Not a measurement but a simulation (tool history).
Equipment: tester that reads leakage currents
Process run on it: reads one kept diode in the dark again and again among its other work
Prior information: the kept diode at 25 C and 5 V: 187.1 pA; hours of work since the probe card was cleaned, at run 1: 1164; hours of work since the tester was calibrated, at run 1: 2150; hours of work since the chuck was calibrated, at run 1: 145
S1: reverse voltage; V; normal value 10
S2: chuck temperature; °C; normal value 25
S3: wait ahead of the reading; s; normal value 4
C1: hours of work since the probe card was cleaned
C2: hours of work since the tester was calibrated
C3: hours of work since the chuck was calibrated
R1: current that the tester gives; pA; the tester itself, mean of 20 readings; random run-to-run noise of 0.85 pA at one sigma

{"run": 1, "hour": 0.0, "S1": 10, "S2": 25, "S3": 4, "C1": 1164, "C2": 2150, "C3": 145, "R1": 297.25}
{"run": 2, "hour": 105.3, "S1": 10, "S2": 25, "S3": 7.14, "C1": 1209, "C2": 2195, "C3": 190, "R1": 299.64}
{"run": 3, "hour": 185.3, "S1": 10, "S2": 25, "S3": 7.14, "C1": 1243, "C2": 2230, "C3": 224, "R1": 300.59}
{"run": 4, "hour": 302.6, "S1": 10, "S2": 25, "S3": 7.14, "C1": 1294, "C2": 2280, "C3": 274, "R1": 299.49}
{"run": 5, "hour": 394.2, "S1": 10, "S2": 25, "S3": 7.14, "C1": 1333, "C2": 2319, "C3": 314, "R1": 302.02}
{"run": 6, "hour": 458.6, "S1": 10, "S2": 25, "S3": 7.14, "C1": 1361, "C2": 2347, "C3": 341, "R1": 301.56}
{"run": 7, "hour": 574.4, "S1": 10, "S2": 25, "S3": 2.88, "C1": 1410, "C2": 2397, "C3": 391, "R1": 305.83}
{"hour": 638.5, "done": "probe card cleaned and baked"}
{"run": 8, "hour": 720.5, "S1": 10, "S2": 25, "S3": 2.88, "C1": 35, "C2": 2458, "C3": 452, "R1": 288.54}
{"run": 9, "hour": 828.3, "S1": 10, "S2": 25, "S3": 7.37, "C1": 81, "C2": 2504, "C3": 499, "R1": 289.35}
{"run": 10, "hour": 927.4, "S1": 5.1, "S2": 25, "S3": 7.37, "C1": 124, "C2": 2547, "C3": 541, "R1": 195.69}
{"run": 11, "hour": 1010.9, "S1": 5.1, "S2": 25, "S3": 7.37, "C1": 160, "C2": 2583, "C3": 577, "R1": 195.53}
{"run": 12, "hour": 1150.6, "S1": 2.7, "S2": 27, "S3": 4, "C1": 220, "C2": 2643, "C3": 637, "R1": 156.46}
{"run": 13, "hour": 1298.3, "S1": 2.4, "S2": 40, "S3": 4, "C1": 283, "C2": 2706, "C3": 700, "R1": 358.04}
{"run": 14, "hour": 1413.2, "S1": 2.4, "S2": 53, "S3": 4, "C1": 332, "C2": 2755, "C3": 750, "R1": 816.13}
{"hour": 1422.0, "done": "chuck's temperature calibrated"}
{"run": 15, "hour": 1545.8, "S1": 7.9, "S2": 21, "S3": 4, "C1": 388, "C2": 2811, "C3": 53, "R1": 194.85}
{"run": 16, "hour": 1678.6, "S1": 16.3, "S2": 46, "S3": 0.43, "C1": 445, "C2": 2868, "C3": 110, "R1": 1659.87}
{"run": 17, "hour": 1818.0, "S1": 16.3, "S2": 46, "S3": 0.43, "C1": 505, "C2": 2928, "C3": 170, "R1": 1669.18}
{"run": 18, "hour": 1886.8, "S1": 16.4, "S2": 43, "S3": 4, "C1": 535, "C2": 2958, "C3": 199, "R1": 1362.43}
{"hour": 1960.6, "done": "chuck's temperature calibrated, once more"}
{"run": 19, "hour": 2022.2, "S1": 1.8, "S2": 41, "S3": 0.88, "C1": 592, "C2": 3015, "C3": 26, "R1": 314.33}

Run 20, settings as shown, results not yet in. Your forecast:
{"run": 20, "hour": 2088.6, "S1": 8.7, "S2": 20, "S3": 6.44, "C1": 621, "C2": 3043, "C3": 55, "R1": "?"}

R1: 184.42 pA
Had the tool carried no hidden state, the very same run would have given R1 178.17 pA.
